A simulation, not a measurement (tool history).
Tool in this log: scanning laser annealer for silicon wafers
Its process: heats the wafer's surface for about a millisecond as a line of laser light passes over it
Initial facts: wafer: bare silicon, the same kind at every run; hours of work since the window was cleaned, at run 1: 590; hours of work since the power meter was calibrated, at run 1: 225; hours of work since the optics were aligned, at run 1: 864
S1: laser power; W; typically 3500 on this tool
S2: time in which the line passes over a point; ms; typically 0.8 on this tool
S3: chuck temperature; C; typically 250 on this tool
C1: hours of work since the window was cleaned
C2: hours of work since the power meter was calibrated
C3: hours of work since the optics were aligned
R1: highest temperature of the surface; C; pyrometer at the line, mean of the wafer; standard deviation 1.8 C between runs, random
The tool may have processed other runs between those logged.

Run 1, hour 0: usual settings; C1 590; C2 225; C3 864. Result: R1 959 C.
Run 2, hour 13.2: usual settings; C1 599; C2 234; C3 873. Result: R1 956 C.
Run 3, hour 23.4: usual settings but S3 242 C; C1 606; C2 241; C3 880. Result: R1 947 C.
Run 4, hour 35.2: usual settings but S3 242 C; C1 614; C2 249; C3 888. Result: R1 952 C.
Run 5, hour 48.2: usual settings but S3 242 C; C1 623; C2 258; C3 897. Result: R1 950 C.
Run 6, hour 56.7: usual settings; C1 629; C2 264; C3 902. Result: R1 955 C.
Run 7, hour 66.4: usual settings but S2 0.897 ms; C1 635; C2 270; C3 909. Result: R1 1003 C.
Run 8, hour 72.4: usual settings but S2 0.777 ms, S3 236 C; C1 639; C2 274; C3 913. Result: R1 929 C.
Run 9, hour 86.6: usual settings but S2 0.705 ms, S3 281 C; C1 649; C2 284; C3 923. Result: R1 938 C.
Run 10, hour 100.3: usual settings but S1 3079 W, S3 274 C; C1 658; C2 293; C3 932. Result: R1 875 C.
Run 11, hour 114.2: usual settings but S1 3319 W, S2 0.585 ms; C1 668; C2 303; C3 942. Result: R1 809 C.
At hour 117: window over the wafer cleaned.
Run 12, hour 122.5: usual settings but S1 3319 W, S2 0.585 ms; C1 4; C2 307; C3 946. Result: R1 837 C.

Alternative continuations, all from the tool just after run 12; predict every row:
Run A, hour 136.6: usual settings but S1 3333 W, S3 239 C; C1 13; C2 317; C3 956. Result: R1 ?.
Run B, hour 136.6: usual settings but S1 3319 W, S2 0.585 ms, S3 242 C; C1 13; C2 317; C3 956. Result: R1 ?.
Run C, hour 136.6: usual settings but S2 0.835 ms; C1 13; C2 317; C3 956. Result: R1 ?.
Run D, hour 136.6: usual settings but S1 3489 W, S2 0.585 ms, S3 281 C; C1 13; C2 317; C3 956. Result: R1 ?.
Run E, hour 136.6: usual settings but S1 3319 W, S2 0.855 ms, S3 219 C; C1 13; C2 317; C3 956. Result: R1 ?.

run    R1
  A   939
  B   831
  C  1012
  D   903
  E   941
With no hidden state in the tool, these same runs would have given:
run    R1
  A   953
  B   842
  C  1028
  D   915
  E   955
